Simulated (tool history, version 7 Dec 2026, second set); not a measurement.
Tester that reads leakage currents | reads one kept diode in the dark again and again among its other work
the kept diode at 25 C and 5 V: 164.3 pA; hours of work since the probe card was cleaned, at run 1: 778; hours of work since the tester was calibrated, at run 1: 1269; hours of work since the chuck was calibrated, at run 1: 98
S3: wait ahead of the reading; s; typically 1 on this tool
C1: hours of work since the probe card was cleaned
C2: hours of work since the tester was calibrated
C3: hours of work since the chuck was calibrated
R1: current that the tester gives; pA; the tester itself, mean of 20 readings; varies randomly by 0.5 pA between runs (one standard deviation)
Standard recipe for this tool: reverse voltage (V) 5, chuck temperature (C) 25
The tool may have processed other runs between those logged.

Run 1, hour 0: usual settings; C1 778; C2 1269; C3 98. Result: R1 164.01 pA.
Run 2, hour 32.7: usual settings but S3 0.47 s; C1 803; C2 1294; C3 122. Result: R1 165.49 pA.
Run 3, hour 85.1: usual settings but S3 0.47 s; C1 842; C2 1333; C3 161. Result: R1 163.4 pA.
Run 4, hour 118.7: usual settings but S3 0.47 s; C1 867; C2 1358; C3 186. Result: R1 163.7 pA.
Run 5, hour 160.2: usual settings but S3 0.47 s; C1 898; C2 1389; C3 217. Result: R1 162.5 pA.
Run 6, hour 203.6: usual settings but S3 0.47 s; C1 930; C2 1421; C3 249. Result: R1 162.29 pA.
Run 7, hour 254.5: usual settings but S3 0.47 s; C1 968; C2 1459; C3 287. Result: R1 160.76 pA.
Run 8, hour 287.2: usual settings but S3 0.47 s; C1 992; C2 1483; C3 312. Result: R1 160.67 pA.
Run 9, hour 336.6: usual settings but chuck temperature (C) 28; C1 1029; C2 1520; C3 349. Result: R1 196.65 pA.
Run 10, hour 367.4: usual settings but chuck temperature (C) 28; C1 1052; C2 1543; C3 371. Result: R1 196.59 pA.
Run 11, hour 397.6: usual settings but reverse voltage (V) 7.11, chuck temperature (C) 28; C1 1075; C2 1566; C3 394. Result: R1 227.63 pA.
Run 12, hour 449.7: usual settings but chuck temperature (C) 37; C1 1113; C2 1604; C3 433. Result: R1 361.07 pA.
Run 13, hour 497.9: usual settings but reverse voltage (V) 1.04, S3 0.97 s; C1 1149; C2 1640; C3 469. Result: R1 81.35 pA.
Run 14, hour 532.4: usual settings but S3 1.12 s; C1 1175; C2 1666; C3 494. Result: R1 157.09 pA.

What will run 15 give?
Run 15, hour 571.2: usual settings but S3 1.12 s; C1 1204; C2 1695; C3 523. Result: R1 ?.

R1: 156.71 pA
The same run, on a tool lacking any hidden state, would have yielded R1 165.06 pA.
